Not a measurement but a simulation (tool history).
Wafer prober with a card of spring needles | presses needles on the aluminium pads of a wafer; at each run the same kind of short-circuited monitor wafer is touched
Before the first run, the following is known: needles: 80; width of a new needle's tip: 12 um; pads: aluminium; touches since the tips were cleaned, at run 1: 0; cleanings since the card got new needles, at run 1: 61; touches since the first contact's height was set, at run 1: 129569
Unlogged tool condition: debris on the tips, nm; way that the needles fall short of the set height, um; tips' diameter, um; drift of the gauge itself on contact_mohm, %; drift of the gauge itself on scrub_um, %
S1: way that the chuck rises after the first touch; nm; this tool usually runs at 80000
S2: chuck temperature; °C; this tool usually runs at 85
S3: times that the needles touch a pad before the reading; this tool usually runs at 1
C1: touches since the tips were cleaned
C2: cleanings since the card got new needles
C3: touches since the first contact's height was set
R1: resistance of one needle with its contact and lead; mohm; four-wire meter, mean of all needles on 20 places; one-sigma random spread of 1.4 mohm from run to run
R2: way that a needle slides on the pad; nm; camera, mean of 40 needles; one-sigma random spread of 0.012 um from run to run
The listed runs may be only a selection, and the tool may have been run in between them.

{"run": 1, "day": 0.0, "S1": 80000, "S2": 85, "S3": 1, "C1": 0, "C2": 61, "C3": 129569, "R1": 132, "R2": 16930}
{"day": 0.642, "done": "tips cleaned on abrasive film"}
{"run": 2, "day": 0.708, "S1": 80000, "S2": 85, "S3": 1, "C1": 719, "C2": 62, "C3": 137496, "R1": 146, "R2": 16940}
{"day": 1.342, "done": "tips cleaned on abrasive film"}
{"run": 3, "day": 1.621, "S1": 80000, "S2": 85, "S3": 1, "C1": 3156, "C2": 63, "C3": 147757, "R1": 181, "R2": 16930}
{"day": 2.017, "done": "tips cleaned on abrasive film"}
{"run": 4, "day": 2.471, "S1": 80000, "S2": 85, "S3": 2, "C1": 5106, "C2": 64, "C3": 157289, "R1": 165, "R2": 16920}
{"day": 2.725, "done": "tips cleaned on abrasive film"}
{"run": 5, "day": 3.158, "S1": 80000, "S2": 85, "S3": 1, "C1": 4900, "C2": 65, "C3": 165008, "R1": 197, "R2": 16900}
{"day": 3.408, "done": "tips cleaned on abrasive film"}
{"run": 6, "day": 4.017, "S1": 62000, "S2": 85, "S3": 1, "C1": 6849, "C2": 66, "C3": 174633, "R1": 243, "R2": 13030}
{"day": 4.071, "done": "tips cleaned on abrasive film"}
{"day": 4.812, "done": "tips cleaned on abrasive film"}
{"run": 7, "day": 4.917, "S1": 62000, "S2": 85, "S3": 1, "C1": 1177, "C2": 68, "C3": 184671, "R1": 170, "R2": 13020}
{"day": 5.146, "done": "height of the first contact set anew"}
{"day": 5.467, "done": "tips cleaned on abrasive film"}
{"run": 8, "day": 5.917, "S1": 62000, "S2": 85, "S3": 1, "C1": 5087, "C2": 69, "C3": 8673, "R1": 232, "R2": 13240}
{"day": 6.15, "done": "tips cleaned on abrasive film"}
{"run": 9, "day": 6.758, "S1": 63000, "S2": 85, "S3": 1, "C1": 6878, "C2": 70, "C3": 18127, "R1": 237, "R2": 13440}
{"day": 6.833, "done": "tips cleaned on abrasive film"}
{"day": 7.475, "done": "tips cleaned on abrasive film"}
{"run": 10, "day": 7.567, "S1": 63000, "S2": 85, "S3": 1, "C1": 1022, "C2": 72, "C3": 27112, "R1": 173, "R2": 13430}
{"day": 8.2, "done": "tips cleaned on abrasive film"}
{"run": 11, "day": 8.233, "S1": 63000, "S2": 85, "S3": 1, "C1": 383, "C2": 73, "C3": 34594, "R1": 153, "R2": 13420}
{"day": 8.842, "done": "tips cleaned on abrasive film"}
{"run": 12, "day": 9.258, "S1": 63000, "S2": 85, "S3": 1, "C1": 4697, "C2": 74, "C3": 46113, "R1": 227, "R2": 13410}
{"day": 9.562, "done": "tips cleaned on abrasive film"}
{"day": 10.208, "done": "tips cleaned on abrasive film"}
{"run": 13, "day": 10.208, "S1": 63000, "S2": 85, "S3": 1, "C1": 0, "C2": 76, "C3": 56753, "R1": 131, "R2": 13360}
{"day": 10.883, "done": "tips cleaned on abrasive film"}
{"run": 14, "day": 11.138, "S1": 80000, "S2": 89, "S3": 1, "C1": 2867, "C2": 77, "C3": 67169, "R1": 183, "R2": 17010}
{"day": 11.533, "done": "tips cleaned on abrasive film"}
{"run": 15, "day": 11.662, "S1": 78000, "S2": 57, "S3": 3, "C1": 1452, "C2": 78, "C3": 73014, "R1": 136, "R2": 16550}
{"day": 12.225, "done": "tips cleaned on abrasive film"}
{"run": 16, "day": 12.638, "S1": 80000, "S2": 26, "S3": 1, "C1": 4678, "C2": 79, "C3": 84001, "R1": 194, "R2": 16970}
{"day": 12.892, "done": "tips cleaned on abrasive film"}
{"day": 13.562, "done": "tips cleaned on abrasive film"}
{"run": 17, "day": 13.583, "S1": 89000, "S2": 61, "S3": 1, "C1": 227, "C2": 81, "C3": 94550, "R1": 133, "R2": 18870}
{"day": 14.238, "done": "tips cleaned on abrasive film"}
{"run": 18, "day": 14.342, "S1": 80000, "S2": 70, "S3": 2, "C1": 1181, "C2": 82, "C3": 103086, "R1": 141, "R2": 16950}
{"run": 19, "day": 14.862, "S1": 80000, "S2": 85, "S3": 1, "C1": 7012, "C2": 82, "C3": 108917, "R1": 202, "R2": 16940}
{"day": 14.925, "done": "tips cleaned on abrasive film"}
{"day": 15.629, "done": "tips cleaned on abrasive film"}
{"run": 20, "day": 15.925, "S1": 80000, "S2": 85, "S3": 1, "C1": 3314, "C2": 84, "C3": 120821, "R1": 189, "R2": 16920}
{"day": 16.292, "done": "tips cleaned on abrasive film"}
{"day": 16.954, "done": "tips cleaned on abrasive film"}
{"run": 21, "day": 16.954, "S1": 80000, "S2": 85, "S3": 1, "C1": 0, "C2": 86, "C3": 132332, "R1": 127, "R2": 16900}
{"day": 17.662, "done": "tips cleaned on abrasive film"}
{"run": 22, "day": 17.775, "S1": 77000, "S2": 33, "S3": 2, "C1": 1247, "C2": 87, "C3": 141539, "R1": 143, "R2": 16250}
{"day": 18.346, "done": "tips cleaned on abrasive film"}
{"run": 23, "day": 18.838, "S1": 77000, "S2": 33, "S3": 2, "C1": 5552, "C2": 88, "C3": 153474, "R1": 168, "R2": 16240}
{"day": 19.029, "done": "tips cleaned on abrasive film"}
{"day": 19.692, "done": "tips cleaned on abrasive film"}
{"run": 24, "day": 19.992, "S1": 75000, "S2": 35, "S3": 1, "C1": 3361, "C2": 90, "C3": 166399, "R1": 193, "R2": 15810}
{"day": 20.354, "done": "tips cleaned on abrasive film"}
{"run": 25, "day": 20.571, "S1": 80000, "S2": 89, "S3": 1, "C1": 2439, "C2": 91, "C3": 172886, "R1": 181, "R2": 16860}

Run by run, hidden condition taken away, random variation retained:
run=1 R1=123 R2=17090
run=2 R1=123 R2=17110
run=3 R1=120 R2=17110
run=4 R1=124 R2=17110
run=5 R1=124 R2=17100
run=6 R1=124 R2=13240
run=7 R1=125 R2=13250
run=8 R1=123 R2=13250
run=9 R1=126 R2=13460
run=10 R1=123 R2=13470
run=11 R1=125 R2=13470
run=12 R1=124 R2=13470
run=13 R1=125 R2=13450
run=14 R1=125 R2=17110
run=15 R1=118 R2=16660
run=16 R1=115 R2=17100
run=17 R1=121 R2=19020
run=18 R1=118 R2=17100
run=19 R1=124 R2=17100
run=20 R1=125 R2=17100
run=21 R1=123 R2=17090
run=22 R1=114 R2=16450
run=23 R1=113 R2=16450
run=24 R1=114 R2=16040
run=25 R1=125 R2=17100
